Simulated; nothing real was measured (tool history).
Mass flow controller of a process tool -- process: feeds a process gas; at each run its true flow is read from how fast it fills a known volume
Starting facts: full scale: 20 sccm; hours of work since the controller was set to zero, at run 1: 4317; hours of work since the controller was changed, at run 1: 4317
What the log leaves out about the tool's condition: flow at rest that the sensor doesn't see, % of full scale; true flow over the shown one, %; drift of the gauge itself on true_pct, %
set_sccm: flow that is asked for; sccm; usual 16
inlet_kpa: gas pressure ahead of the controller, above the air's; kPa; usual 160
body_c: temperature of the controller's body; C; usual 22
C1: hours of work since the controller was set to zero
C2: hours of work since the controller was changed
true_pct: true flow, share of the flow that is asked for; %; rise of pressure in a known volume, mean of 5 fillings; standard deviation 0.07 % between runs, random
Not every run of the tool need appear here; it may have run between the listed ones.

Run 1, hour 0.0: usual settings; C1 4317; C2 4317. Result: true_pct 99.35 %.
Run 2, hour 184.7: usual settings; C1 4377; C2 4377. Result: true_pct 99.36 %.
Run 3, hour 403.7: usual settings; C1 4448; C2 4448. Result: true_pct 99.47 %.
Run 4, hour 521.7: usual settings but inlet_kpa 150 kPa; C1 4486; C2 4486. Result: true_pct 99.44 %.
Run 5, hour 735.5: usual settings but inlet_kpa 150 kPa, body_c 39 C; C1 4556; C2 4556. Result: true_pct 101.20 %.
Run 6, hour 909.3: usual settings but inlet_kpa 150 kPa, body_c 39 C; C1 4612; C2 4612. Result: true_pct 101.31 %.
Run 7, hour 1113.9: usual settings but set_sccm 2 sccm; C1 4679; C2 4679. Result: true_pct 98.05 %.
Run 8, hour 1264.7: usual settings but set_sccm 2 sccm; C1 4728; C2 4728. Result: true_pct 97.94 %.
Run 9, hour 1367.8: usual settings but set_sccm 2 sccm; C1 4761; C2 4761. Result: true_pct 98.05 %.
Run 10, hour 1474.9: usual settings but set_sccm 2 sccm; C1 4796; C2 4796. Result: true_pct 98.03 %.
Run 11, hour 1687.9: usual settings but set_sccm 2 sccm; C1 4865; C2 4865. Result: true_pct 98.05 %.
Run 12, hour 1912.6: usual settings but set_sccm 2 sccm; C1 4938; C2 4938. Result: true_pct 98.06 %.
Run 13, hour 2085.0: usual settings but set_sccm 2 sccm; C1 4994; C2 4994. Result: true_pct 98.07 %.
Run 14, hour 2247.2: usual settings but set_sccm 2 sccm; C1 5047; C2 5047. Result: true_pct 97.94 %.
Run 15, hour 2438.2: usual settings but body_c 26 C; C1 5109; C2 5109. Result: true_pct 99.85 %.
Run 16, hour 2640.7: usual settings but body_c 26 C; C1 5174; C2 5174. Result: true_pct 99.81 %.

Predict the results of run 17:
Run 17, hour 2774.7: usual settings but set_sccm 11 sccm, inlet_kpa 185 kPa, body_c 25 C; C1 5218; C2 5218. Result: true_pct ?.

Run 17 gave true_pct 99.11 %.
Take away the tool's hidden state, keep the run-to-run variation as it was, and the same run would have given true_pct 99.11 %.
